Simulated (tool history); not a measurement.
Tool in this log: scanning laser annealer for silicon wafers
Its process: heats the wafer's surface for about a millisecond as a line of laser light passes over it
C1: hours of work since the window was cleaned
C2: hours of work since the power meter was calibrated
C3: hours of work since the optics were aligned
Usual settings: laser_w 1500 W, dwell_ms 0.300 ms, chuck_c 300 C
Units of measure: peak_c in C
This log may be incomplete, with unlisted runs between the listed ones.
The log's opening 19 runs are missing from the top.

Run 20, hour 1116.2: usual settings but laser_w 1327 W, dwell_ms 0.238 ms; C1 119; C2 3005; C3 1585. Result: peak_c 886 C.
Run 21, hour 1176.8: usual settings but laser_w 1327 W, dwell_ms 0.238 ms, chuck_c 280 C; C1 166; C2 3052; C3 1632. Result: peak_c 863 C.
Run 22, hour 1214.2: usual settings but laser_w 1327 W, dwell_ms 0.238 ms, chuck_c 280 C; C1 195; C2 3081; C3 1661. Result: peak_c 861 C.
Run 23, hour 1271.6: usual settings but laser_w 1641 W, dwell_ms 0.212 ms, chuck_c 314 C; C1 239; C2 3125; C3 1705. Result: peak_c 999 C.
At hour 1283.2: optics aligned, line set to its width.
Run 24, hour 1345.4: usual settings but laser_w 1371 W, dwell_ms 0.280 ms, chuck_c 297 C; C1 292; C2 3178; C3 48. Result: peak_c 948 C.
Run 25, hour 1411.2: usual settings but laser_w 1371 W, dwell_ms 0.248 ms, chuck_c 297 C; C1 343; C2 3229; C3 99. Result: peak_c 906 C.
Run 26, hour 1461.6: usual settings but laser_w 1371 W, dwell_ms 0.246 ms, chuck_c 297 C; C1 382; C2 3268; C3 138. Result: peak_c 902 C.
Run 27, hour 1530.3: usual settings but laser_w 1371 W, dwell_ms 0.246 ms, chuck_c 297 C; C1 435; C2 3321; C3 191. Result: peak_c 900 C.
Run 28, hour 1610.5: usual settings but laser_w 1371 W, dwell_ms 0.246 ms, chuck_c 297 C; C1 496; C2 3383; C3 253. Result: peak_c 897 C.
Run 29, hour 1694.6: usual settings but laser_w 1324 W, chuck_c 270 C; C1 561; C2 3447; C3 317. Result: peak_c 900 C.
Run 30, hour 1781.7: usual settings but laser_w 1381 W, dwell_ms 0.357 ms, chuck_c 315 C; C1 629; C2 3515; C3 385. Result: peak_c 1024 C.
At hour 1791.4: window over the wafer cleaned.
Run 31, hour 1827.7: usual settings but dwell_ms 0.349 ms, chuck_c 325 C; C1 28; C2 3549; C3 419. Result: peak_c 1136 C.
Run 32, hour 1865.1: usual settings but dwell_ms 0.314 ms, chuck_c 332 C; C1 57; C2 3577; C3 447. Result: peak_c 1097 C.
Run 33, hour 1928.4: usual settings but laser_w 1512 W, dwell_ms 0.237 ms, chuck_c 299 C; C1 106; C2 3626; C3 496. Result: peak_c 969 C.
Run 34, hour 2011.5: usual settings but laser_w 1447 W, dwell_ms 0.277 ms; C1 170; C2 3690; C3 560. Result: peak_c 985 C.
Run 35, hour 2079.6: usual settings but laser_w 1638 W; C1 222; C2 3743; C3 613. Result: peak_c 1111 C.

Forecast each of these 4 alternatives for the next run:
Run A, hour 2131.4: usual settings but laser_w 1526 W, dwell_ms 0.288 ms, chuck_c 336 C; C1 262; C2 3783; C3 653. Result: peak_c ?.
Run B, hour 2131.4: usual settings but chuck_c 287 C; C1 262; C2 3783; C3 653. Result: peak_c ?.
Run C, hour 2131.4: usual settings but laser_w 1430 W, dwell_ms 0.272 ms, chuck_c 280 C; C1 262; C2 3783; C3 653. Result: peak_c ?.
Run D, hour 2131.4: usual settings but laser_w 1600 W, dwell_ms 0.266 ms; C1 262; C2 3783; C3 653. Result: peak_c ?.

run  peak_c
  A    1071
  B    1021
  C     947
  D    1042
Take away the tool's hidden state, keep each run's random variation, and the runs would have read:
run  peak_c
  A    1118
  B    1067
  C     989
  D    1088
